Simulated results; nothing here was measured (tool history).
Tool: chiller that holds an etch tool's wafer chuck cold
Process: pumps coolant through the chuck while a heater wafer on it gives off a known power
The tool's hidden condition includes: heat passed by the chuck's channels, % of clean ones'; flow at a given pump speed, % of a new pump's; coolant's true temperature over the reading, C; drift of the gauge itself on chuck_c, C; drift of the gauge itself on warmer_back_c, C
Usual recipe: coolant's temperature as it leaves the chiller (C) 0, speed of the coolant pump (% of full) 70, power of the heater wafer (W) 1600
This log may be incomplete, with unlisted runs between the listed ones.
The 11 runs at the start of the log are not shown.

run	day	coolant's temperature as it leaves the chiller (C)	speed of the coolant pump (% of full)	power of the heater wafer (W)	hours since the coolant was changed and the channels were flushed	hours since the pump was overhauled	hours since the chiller's thermometer was calibrated	chuck's temperature once it has settled (C)	how much warmer the coolant comes back (C)
12	58.925	-5	68	1600	4066	8345	2712	8.5	8.71
# day 64.312: chiller's thermometer calibrated
13	64.312	0	70	1600	4195	8473	0	13.1	8.36
14	71.142	0	70	1600	4358	8637	164	13.1	8.4
15	77.862	0	70	1600	4520	8799	325	13.2	8.34
16	84.458	0	70	1600	4678	8957	484	13.2	8.39
17	88.462	2	83	1600	4774	9053	580	13.1	6.99
# day 93.979: coolant pump overhauled
18	94.858	2	75	807	4923	21	728	8.3	4.04
19	98.583	0	70	1286	5012	110	817	10.4	6.82
20	104.521	0	87	1600	5155	253	960	10.5	6.66
# day 106.612: gauge calibrated
21	112.162	0	87	1600	5338	436	1143	10.5	6.51
22	117.171	2	70	2166	5458	557	1264	19.8	11.12
23	121.917	6	85	1600	5572	670	1377	16.6	6.62
24	126.675	1	85	1052	5686	785	1492	8.1	4.34
25	132.125	0	70	1004	5817	916	1622	8.3	5.26
26	137.154	-6	68	993	5938	1036	1743	2.5	5.31
27	143.771	3	74	2385	6097	1195	1902	21.5	11.64
28	150.354	3	74	2385	6255	1353	2060	21.4	11.64
29	156.854	3	74	2385	6411	1509	2216	21.4	11.65
30	163.842	-4	74	1326	6578	1677	2384	6.3	6.5
# day 167.692: coolant changed, channels flushed
31	170.054	-4	74	1326	57	1820	2527	6.2	6.58
32	176.438	1	74	1320	210	1973	2680	11.1	6.46

Consider 3 possible next runs. They are alternatives, not a sequence: every one starts from the tool as it was left by run 32. What does each give?
A	180.504	0	64	2197	307	2071	2778	?	?
B	180.504	-10	63	2171	307	2071	2778	?	?
C	180.504	1	68	1320	307	2071	2778	?	?

run	chuck's temperature once it has settled (C)	how much warmer the coolant comes back (C)
A	19.5	12.67
B	9.7	12.61
C	12.1	7.11
Without the tool's hidden state the same runs would have given:
run	chuck's temperature once it has settled (C)	how much warmer the coolant comes back (C)
A	19.5	12.52
B	9.7	12.46
C	12.1	6.96

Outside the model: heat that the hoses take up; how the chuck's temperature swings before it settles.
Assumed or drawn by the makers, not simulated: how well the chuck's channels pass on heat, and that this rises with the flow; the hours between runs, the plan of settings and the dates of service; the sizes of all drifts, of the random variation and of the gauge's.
